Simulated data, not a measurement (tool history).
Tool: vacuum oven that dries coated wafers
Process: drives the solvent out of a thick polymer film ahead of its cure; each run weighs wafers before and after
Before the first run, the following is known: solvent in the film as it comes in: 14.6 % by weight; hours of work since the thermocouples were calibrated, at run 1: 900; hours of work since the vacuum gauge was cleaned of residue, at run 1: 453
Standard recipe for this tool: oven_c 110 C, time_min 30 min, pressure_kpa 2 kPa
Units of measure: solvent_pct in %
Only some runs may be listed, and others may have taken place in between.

run	day	oven_c	time_min	pressure_kpa	hours of work since the thermocouples were calibrated	hours of work since the vacuum gauge was cleaned of residue	solvent_pct
1	0	110	30	2	900	453	2.12
2	1.212	106	30	2	917	470	2.69
3	2.4	106	30	2	934	487	2.65
4	3.925	110	30	7.65	956	509	4.8
5	6.017	110	30	2.76	986	539	2.48
6	7.683	110	30	2.76	1010	563	2.46
7	10.117	110	30	2	1045	598	2.1
8	12.471	110	30	2	1078	631	2.13
9	13.529	100	30	2	1094	647	3.95
10	16.004	100	30	2	1129	682	3.99
11	17.054	100	30	2	1144	697	3.97
12	19.483	110	30	2	1179	732	2.19
13	21.404	110	30	2	1207	760	2.17
# day 22.254: oven's thermocouples calibrated
14	23.8	110	30	2	22	793	1.92
15	25.096	110	27	2	41	811	2.19
# day 25.288: vacuum gauge cleaned of residue and calibrated
16	27.592	110	27	2	76	33	2.2
17	30.129	110	27	2	112	69	2.28
18	32.354	100	30	6.67	144	101	6.47
19	34.817	108	31	2.99	179	137	2.71
20	37.042	96	19	5.98	211	168	8.39
21	38.683	116	20	1.57	235	192	1.99
# day 39.65: vacuum gauge cleaned of residue and calibrated, once more
22	41.279	112	30	1.3	271	23	1.28
23	43.746	112	30	1.3	306	59	1.33
24	45.075	112	40	1.58	325	78	1.07
25	46.762	112	23	1.58	350	102	2.17
26	49.058	110	54	2	382	135	1.16
27	51.154	116	25	7.06	413	165	3.53
28	52.854	98	45	1.17	437	189	2.27
29	54.9	110	27	2	466	219	2.26

Branching from run 29: 3 alternative next runs. What would each branch give?
A	57.146	114	52	1.46	498	251	?
B	57.146	118	27	5.22	498	251	?
C	57.146	100	33	1.84	498	251	?

run	solvent_pct
A	0.71
B	2.49
C	3.32
Had the tool no hidden state, the same runs would have come out as:
run	solvent_pct
A	0.64
B	2.32
C	3.03
